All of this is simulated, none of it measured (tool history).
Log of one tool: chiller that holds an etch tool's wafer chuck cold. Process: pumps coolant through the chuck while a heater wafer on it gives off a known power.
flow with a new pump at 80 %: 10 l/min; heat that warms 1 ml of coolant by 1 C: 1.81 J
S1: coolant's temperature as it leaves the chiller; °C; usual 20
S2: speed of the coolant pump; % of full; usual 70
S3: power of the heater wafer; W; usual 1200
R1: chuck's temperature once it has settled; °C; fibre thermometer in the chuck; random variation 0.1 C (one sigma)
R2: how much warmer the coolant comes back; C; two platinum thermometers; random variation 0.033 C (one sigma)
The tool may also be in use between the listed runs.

{"run": 1, "hour": 0.0, "S1": 20, "S2": 70, "S3": 1200, "R1": 31.4, "R2": 4.77}
{"run": 2, "hour": 224.3, "S1": 20, "S2": 70, "S3": 1200, "R1": 31.5, "R2": 4.77}
{"run": 3, "hour": 376.8, "S1": 20, "S2": 71, "S3": 1200, "R1": 31.3, "R2": 4.75}
{"run": 4, "hour": 491.9, "S1": 20, "S2": 71, "S3": 1120, "R1": 30.5, "R2": 4.39}
{"run": 5, "hour": 705.2, "S1": 20, "S2": 71, "S3": 1120, "R1": 30.7, "R2": 4.47}
{"run": 6, "hour": 885.3, "S1": 20, "S2": 70, "S3": 1200, "R1": 31.4, "R2": 4.83}
{"run": 7, "hour": 1089.8, "S1": 20, "S2": 70, "S3": 1200, "R1": 31.5, "R2": 4.79}
{"run": 8, "hour": 1185.1, "S1": 20, "S2": 70, "S3": 1200, "R1": 31.5, "R2": 4.79}
{"run": 9, "hour": 1347.9, "S1": 20, "S2": 70, "S3": 1200, "R1": 31.4, "R2": 4.86}
{"hour": 1370.3, "done": "coolant pump overhauled"}
{"run": 10, "hour": 1457.7, "S1": 20, "S2": 70, "S3": 1200, "R1": 31.7, "R2": 5.02}
{"hour": 1528.3, "done": "coolant changed, channels flushed"}
{"run": 11, "hour": 1624.3, "S1": 16, "S2": 70, "S3": 1745, "R1": 32.0, "R2": 7.27}
{"run": 12, "hour": 1819.7, "S1": 23, "S2": 93, "S3": 762, "R1": 28.6, "R2": 2.34}
{"run": 13, "hour": 1974.8, "S1": 18, "S2": 62, "S3": 1200, "R1": 29.8, "R2": 5.79}
{"hour": 2073.6, "done": "coolant pump overhauled, once more"}
{"run": 14, "hour": 2142.8, "S1": 23, "S2": 73, "S3": 1073, "R1": 32.1, "R2": 3.89}
{"run": 15, "hour": 2287.4, "S1": 23, "S2": 73, "S3": 1073, "R1": 32.2, "R2": 3.96}

Forecast each of these 5 alternatives for the next run:
{"run": "A", "hour": 2504.1, "S1": 14, "S2": 66, "S3": 1200, "R1": "?", "R2": "?"}
{"run": "B", "hour": 2504.1, "S1": 11, "S2": 60, "S3": 1202, "R1": "?", "R2": "?"}
{"run": "C", "hour": 2504.1, "S1": 19, "S2": 76, "S3": 1200, "R1": "?", "R2": "?"}
{"run": "D", "hour": 2504.1, "S1": 19, "S2": 70, "S3": 1200, "R1": "?", "R2": "?"}
{"run": "E", "hour": 2504.1, "S1": 24, "S2": 75, "S3": 1150, "R1": "?", "R2": "?"}

run=A R1=24.9 R2=4.92
run=B R1=22.7 R2=5.50
run=C R1=28.8 R2=4.21
run=D R1=29.3 R2=4.61
run=E R1=33.5 R2=4.11
Without the tool's hidden state the same runs would have given:
run=A R1=24.9 R2=4.93
run=B R1=22.8 R2=5.51
run=C R1=28.8 R2=4.22
run=D R1=29.4 R2=4.62
run=E R1=33.6 R2=4.12

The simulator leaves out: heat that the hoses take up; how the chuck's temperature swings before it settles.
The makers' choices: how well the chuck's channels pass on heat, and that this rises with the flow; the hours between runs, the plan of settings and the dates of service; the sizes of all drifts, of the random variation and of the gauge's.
